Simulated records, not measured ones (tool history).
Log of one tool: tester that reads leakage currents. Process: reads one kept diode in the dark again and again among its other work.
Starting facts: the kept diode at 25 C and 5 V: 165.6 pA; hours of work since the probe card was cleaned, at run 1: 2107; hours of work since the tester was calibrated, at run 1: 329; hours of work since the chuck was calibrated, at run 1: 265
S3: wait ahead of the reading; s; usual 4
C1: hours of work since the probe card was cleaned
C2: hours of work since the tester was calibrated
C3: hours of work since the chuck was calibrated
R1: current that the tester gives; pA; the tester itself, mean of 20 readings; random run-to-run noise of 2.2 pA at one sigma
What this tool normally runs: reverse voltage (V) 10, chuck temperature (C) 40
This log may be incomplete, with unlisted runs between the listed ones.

{"run": 1, "hour": 0.0, "reverse voltage (V)": 10, "chuck temperature (C)": 40, "S3": 4, "C1": 2107, "C2": 329, "C3": 265, "R1": 728.91}
{"run": 2, "hour": 57.1, "reverse voltage (V)": 10, "chuck temperature (C)": 40, "S3": 4, "C1": 2135, "C2": 356, "C3": 293, "R1": 729.27}
{"run": 3, "hour": 104.4, "reverse voltage (V)": 10, "chuck temperature (C)": 40, "S3": 4, "C1": 2158, "C2": 379, "C3": 315, "R1": 732.25}
{"run": 4, "hour": 129.7, "reverse voltage (V)": 10, "chuck temperature (C)": 40, "S3": 4, "C1": 2170, "C2": 391, "C3": 328, "R1": 727.34}
{"run": 5, "hour": 170.0, "reverse voltage (V)": 10, "chuck temperature (C)": 40, "S3": 4, "C1": 2189, "C2": 410, "C3": 347, "R1": 734.66}
{"run": 6, "hour": 206.2, "reverse voltage (V)": 10, "chuck temperature (C)": 40, "S3": 4, "C1": 2206, "C2": 428, "C3": 364, "R1": 727.04}
{"run": 7, "hour": 240.6, "reverse voltage (V)": 10, "chuck temperature (C)": 40, "S3": 4, "C1": 2223, "C2": 444, "C3": 381, "R1": 725.8}
{"run": 8, "hour": 275.7, "reverse voltage (V)": 10, "chuck temperature (C)": 40, "S3": 3.63, "C1": 2240, "C2": 461, "C3": 398, "R1": 729.96}
{"run": 9, "hour": 311.7, "reverse voltage (V)": 10, "chuck temperature (C)": 40, "S3": 4, "C1": 2257, "C2": 478, "C3": 415, "R1": 725.3}
{"run": 10, "hour": 349.6, "reverse voltage (V)": 3.8, "chuck temperature (C)": 40, "S3": 4, "C1": 2275, "C2": 496, "C3": 433, "R1": 414.74}
{"run": 11, "hour": 391.1, "reverse voltage (V)": 3.8, "chuck temperature (C)": 40, "S3": 4, "C1": 2295, "C2": 516, "C3": 453, "R1": 413.32}
{"run": 12, "hour": 440.0, "reverse voltage (V)": 3.8, "chuck temperature (C)": 40, "S3": 4, "C1": 2319, "C2": 540, "C3": 476, "R1": 410.9}
{"run": 13, "hour": 472.0, "reverse voltage (V)": 3.8, "chuck temperature (C)": 40, "S3": 4, "C1": 2334, "C2": 555, "C3": 492, "R1": 411.38}
{"run": 14, "hour": 509.2, "reverse voltage (V)": 10, "chuck temperature (C)": 40, "S3": 4, "C1": 2352, "C2": 573, "C3": 510, "R1": 723.86}
{"run": 15, "hour": 547.8, "reverse voltage (V)": 10, "chuck temperature (C)": 40, "S3": 2.12, "C1": 2370, "C2": 592, "C3": 528, "R1": 722.9}
{"run": 16, "hour": 596.7, "reverse voltage (V)": 10, "chuck temperature (C)": 22, "S3": 2.12, "C1": 2394, "C2": 615, "C3": 552, "R1": 212.5}
{"run": 17, "hour": 650.0, "reverse voltage (V)": 10, "chuck temperature (C)": 22, "S3": 2.12, "C1": 2419, "C2": 641, "C3": 577, "R1": 209.94}
{"run": 18, "hour": 676.2, "reverse voltage (V)": 12, "chuck temperature (C)": 40, "S3": 4, "C1": 2432, "C2": 653, "C3": 590, "R1": 801.52}
{"run": 19, "hour": 705.3, "reverse voltage (V)": 10, "chuck temperature (C)": 40, "S3": 0.48, "C1": 2446, "C2": 667, "C3": 604, "R1": 726.18}
{"run": 20, "hour": 745.5, "reverse voltage (V)": 10, "chuck temperature (C)": 40, "S3": 0.48, "C1": 2465, "C2": 686, "C3": 623, "R1": 722.79}
{"run": 21, "hour": 797.6, "reverse voltage (V)": 3.3, "chuck temperature (C)": 40, "S3": 6.42, "C1": 2490, "C2": 711, "C3": 648, "R1": 377.19}
{"run": 22, "hour": 854.4, "reverse voltage (V)": 10, "chuck temperature (C)": 21, "S3": 1.62, "C1": 2517, "C2": 739, "C3": 675, "R1": 197.2}
{"run": 23, "hour": 888.2, "reverse voltage (V)": 10, "chuck temperature (C)": 21, "S3": 1.62, "C1": 2534, "C2": 755, "C3": 691, "R1": 197.88}
{"hour": 911.1, "done": "chuck's temperature calibrated"}
{"run": 24, "hour": 947.6, "reverse voltage (V)": 10, "chuck temperature (C)": 39, "S3": 1.5, "C1": 2561, "C2": 782, "C3": 17, "R1": 649.63}
{"run": 25, "hour": 986.5, "reverse voltage (V)": 10, "chuck temperature (C)": 39, "S3": 1.5, "C1": 2580, "C2": 801, "C3": 36, "R1": 653.21}
{"run": 26, "hour": 1029.3, "reverse voltage (V)": 10, "chuck temperature (C)": 31, "S3": 4, "C1": 2600, "C2": 822, "C3": 57, "R1": 376.83}
{"run": 27, "hour": 1079.3, "reverse voltage (V)": 10, "chuck temperature (C)": 27, "S3": 4, "C1": 2624, "C2": 846, "C3": 81, "R1": 287.34}
{"run": 28, "hour": 1137.6, "reverse voltage (V)": 10, "chuck temperature (C)": 27, "S3": 4, "C1": 2652, "C2": 874, "C3": 109, "R1": 286.69}
{"run": 29, "hour": 1168.2, "reverse voltage (V)": 4.9, "chuck temperature (C)": 37, "S3": 2.74, "C1": 2667, "C2": 888, "C3": 123, "R1": 372.49}
{"run": 30, "hour": 1222.0, "reverse voltage (V)": 4.9, "chuck temperature (C)": 37, "S3": 2.74, "C1": 2693, "C2": 914, "C3": 149, "R1": 374.55}
{"hour": 1230.9, "done": "chuck's temperature calibrated, once more"}
{"run": 31, "hour": 1276.6, "reverse voltage (V)": 10, "chuck temperature (C)": 25, "S3": 1.82, "C1": 2718, "C2": 939, "C3": 22, "R1": 272.34}
{"run": 32, "hour": 1308.6, "reverse voltage (V)": 10, "chuck temperature (C)": 25, "S3": 1.82, "C1": 2733, "C2": 955, "C3": 37, "R1": 272.31}
{"run": 33, "hour": 1332.9, "reverse voltage (V)": 3.3, "chuck temperature (C)": 28, "S3": 1.05, "C1": 2745, "C2": 966, "C3": 49, "R1": 173.22}
{"run": 34, "hour": 1385.2, "reverse voltage (V)": 1.9, "chuck temperature (C)": 35, "S3": 0.5, "C1": 2770, "C2": 991, "C3": 74, "R1": 203.61}
{"run": 35, "hour": 1428.5, "reverse voltage (V)": 1.9, "chuck temperature (C)": 35, "S3": 0.5, "C1": 2791, "C2": 1012, "C3": 95, "R1": 203.7}
{"run": 36, "hour": 1467.6, "reverse voltage (V)": 1.9, "chuck temperature (C)": 35, "S3": 0.5, "C1": 2810, "C2": 1031, "C3": 114, "R1": 203.29}
{"run": 37, "hour": 1504.1, "reverse voltage (V)": 10.5, "chuck temperature (C)": 35, "S3": 0.5, "C1": 2827, "C2": 1048, "C3": 131, "R1": 560.37}
{"run": 38, "hour": 1558.7, "reverse voltage (V)": 10, "chuck temperature (C)": 40, "S3": 0.71, "C1": 2853, "C2": 1075, "C3": 157, "R1": 745.31}
{"run": 39, "hour": 1609.6, "reverse voltage (V)": 10, "chuck temperature (C)": 40, "S3": 0.71, "C1": 2878, "C2": 1099, "C3": 182, "R1": 749.34}
{"run": 40, "hour": 1655.2, "reverse voltage (V)": 10, "chuck temperature (C)": 27, "S3": 2.46, "C1": 2900, "C2": 1121, "C3": 204, "R1": 308.31}

Had the tool no unlogged condition, and each run kept its random variation, what would the results have been?
Hidden state at play: stray current of the dirty probe card, pA a volt; current scale over the true one, %; true chuck temperature over the reading, C; drift of the gauge itself on leakage_pa, %.
run=1 R1=721.4
run=2 R1=722.78
run=3 R1=726.53
run=4 R1=722.1
run=5 R1=730.09
run=6 R1=723.19
run=7 R1=722.6
run=8 R1=727.32
run=9 R1=723.34
run=10 R1=418.09
run=11 R1=417.14
run=12 R1=415.2
run=13 R1=416.03
run=14 R1=725.36
run=15 R1=725.04
run=16 R1=198.11
run=17 R1=195.82
run=18 R1=804.17
run=19 R1=730.83
run=20 R1=728.14
run=21 R1=385.09
run=22 R1=182.75
run=23 R1=183.45
run=24 R1=675.3
run=25 R1=679.6
run=26 R1=383.34
run=27 R1=286.93
run=28 R1=286.51
run=29 R1=391.92
run=30 R1=394.62
run=31 R1=247.71
run=32 R1=247.8
run=33 R1=165.38
run=34 R1=199.67
run=35 R1=199.99
run=36 R1=199.76
run=37 R1=537.16
run=38 R1=725.95
run=39 R1=730.8
run=40 R1=285.71

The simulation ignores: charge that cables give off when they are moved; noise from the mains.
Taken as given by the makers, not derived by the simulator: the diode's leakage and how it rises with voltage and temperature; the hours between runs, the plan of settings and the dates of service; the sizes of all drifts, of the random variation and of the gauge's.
